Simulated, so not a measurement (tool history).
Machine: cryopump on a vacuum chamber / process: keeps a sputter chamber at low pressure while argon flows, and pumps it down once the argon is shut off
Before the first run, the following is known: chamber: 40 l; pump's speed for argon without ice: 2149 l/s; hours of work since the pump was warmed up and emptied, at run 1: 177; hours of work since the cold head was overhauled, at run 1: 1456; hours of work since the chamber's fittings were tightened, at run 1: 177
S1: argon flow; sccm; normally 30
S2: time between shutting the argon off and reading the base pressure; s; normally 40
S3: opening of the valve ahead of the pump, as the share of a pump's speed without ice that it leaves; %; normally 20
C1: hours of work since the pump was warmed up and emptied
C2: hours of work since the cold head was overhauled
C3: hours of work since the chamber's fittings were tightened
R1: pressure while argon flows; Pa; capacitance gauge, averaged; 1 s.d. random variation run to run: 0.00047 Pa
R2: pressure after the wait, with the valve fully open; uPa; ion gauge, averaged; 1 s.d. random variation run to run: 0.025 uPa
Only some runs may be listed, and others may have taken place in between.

| run | hour | S1 | S2 | S3 | C1 | C2 | C3 | R1 | R2 |
|---|---|---|---|---|---|---|---|---|---|
| 1 | 0.0 | 30 | 40 | 20 | 177 | 1456 | 177 | 0.1198 | 1.05 |
| 2 | 108.4 | 30 | 40 | 20 | 243 | 1522 | 243 | 0.1202 | 1.08 |
| 3 | 194.7 | 30 | 40 | 20 | 295 | 1574 | 295 | 0.1208 | 1.11 |
| 4 | 284.7 | 30 | 40 | 52 | 349 | 1628 | 349 | 0.0493 | 1.15 |
| 5 | 363.8 | 30 | 40 | 52 | 397 | 1676 | 397 | 0.0490 | 1.15 |
| 6 | 437.6 | 30 | 40 | 52 | 442 | 1721 | 442 | 0.0501 | 1.15 |
| 7 | 519.0 | 30 | 40 | 20 | 491 | 1770 | 491 | 0.1236 | 1.13 |
| 8 | 628.6 | 30 | 40 | 20 | 557 | 1836 | 557 | 0.1246 | 1.21 |
|  | 658.3 | pump warmed up, emptied and cooled again |
| 9 | 715.5 | 30 | 40 | 20 | 35 | 1886 | 607 | 0.1188 | 1.16 |
| 10 | 771.4 | 30 | 40 | 20 | 68 | 1920 | 641 | 0.1188 | 1.18 |
| 11 | 854.4 | 30 | 40 | 20 | 119 | 1970 | 691 | 0.1199 | 1.23 |
| 12 | 925.7 | 30 | 23 | 20 | 162 | 2013 | 734 | 0.1200 | 1.86 |
| 13 | 973.3 | 30 | 23 | 20 | 191 | 2042 | 763 | 0.1205 | 1.83 |
| 14 | 1032.5 | 30 | 23 | 20 | 226 | 2078 | 798 | 0.1209 | 1.83 |
| 15 | 1139.3 | 30 | 23 | 20 | 291 | 2142 | 863 | 0.1214 | 1.90 |
| 16 | 1199.2 | 30 | 23 | 20 | 327 | 2178 | 899 | 0.1210 | 1.94 |
| 17 | 1253.4 | 30 | 23 | 20 | 360 | 2211 | 932 | 0.1225 | 1.93 |
| 18 | 1337.1 | 30 | 113 | 20 | 411 | 2262 | 983 | 0.1223 | 0.78 |
| 19 | 1442.3 | 36 | 44 | 19 | 474 | 2326 | 1046 | 0.1553 | 1.33 |
| 20 | 1508.2 | 36 | 44 | 19 | 514 | 2365 | 1086 | 0.1558 | 1.36 |
|  | 1608.6 | pump warmed up, emptied and cooled again |
| 21 | 1613.3 | 16 | 290 | 37 | 3 | 2426 | 1147 | 0.0339 | 0.60 |
| 22 | 1710.9 | 49 | 40 | 28 | 62 | 2485 | 1206 | 0.1395 | 1.38 |
| 23 | 1785.8 | 49 | 40 | 28 | 107 | 2530 | 1251 | 0.1396 | 1.36 |
| 24 | 1843.5 | 49 | 40 | 28 | 142 | 2565 | 1286 | 0.1413 | 1.36 |
| 25 | 1913.5 | 13 | 40 | 51 | 184 | 2608 | 1328 | 0.0211 | 1.45 |
| 26 | 2014.9 | 21 | 87 | 51 | 246 | 2669 | 1390 | 0.0346 | 1.00 |
| 27 | 2108.0 | 24 | 23 | 51 | 302 | 2725 | 1446 | 0.0399 | 2.07 |
| 28 | 2187.9 | 22 | 179 | 40 | 350 | 2773 | 1494 | 0.0461 | 0.85 |
| 29 | 2246.0 | 30 | 70 | 20 | 385 | 2809 | 1529 | 0.1234 | 1.24 |
| 30 | 2344.3 | 30 | 86 | 16 | 445 | 2868 | 1589 | 0.1518 | 1.15 |
| 31 | 2449.3 | 30 | 86 | 16 | 508 | 2932 | 1652 | 0.1532 | 1.18 |

Each row is a separate what-if for the run after 31, all from the same tool condition, not one after another. Results?
| A | 2543.2 | 20 | 86 | 33 | 565 | 2988 | 1709 | ? | ? |
| B | 2543.2 | 29 | 41 | 16 | 565 | 2988 | 1709 | ? | ? |
| C | 2543.2 | 16 | 62 | 20 | 565 | 2988 | 1709 | ? | ? |
| D | 2543.2 | 40 | 86 | 16 | 565 | 2988 | 1709 | ? | ? |
| E | 2543.2 | 58 | 102 | 20 | 565 | 2988 | 1709 | ? | ? |

| run | R1 | R2 |
|---|---|---|
| A | 0.0524 | 1.19 |
| B | 0.1492 | 1.57 |
| C | 0.0663 | 1.36 |
| D | 0.2062 | 1.28 |
| E | 0.2403 | 1.14 |
Stripped of hidden state, with their random variation kept, the same runs would have yielded:
| run | R1 | R2 |
|---|---|---|
| A | 0.0481 | 0.51 |
| B | 0.1430 | 0.91 |
| C | 0.0629 | 0.68 |
| D | 0.1976 | 0.58 |
| E | 0.2280 | 0.46 |
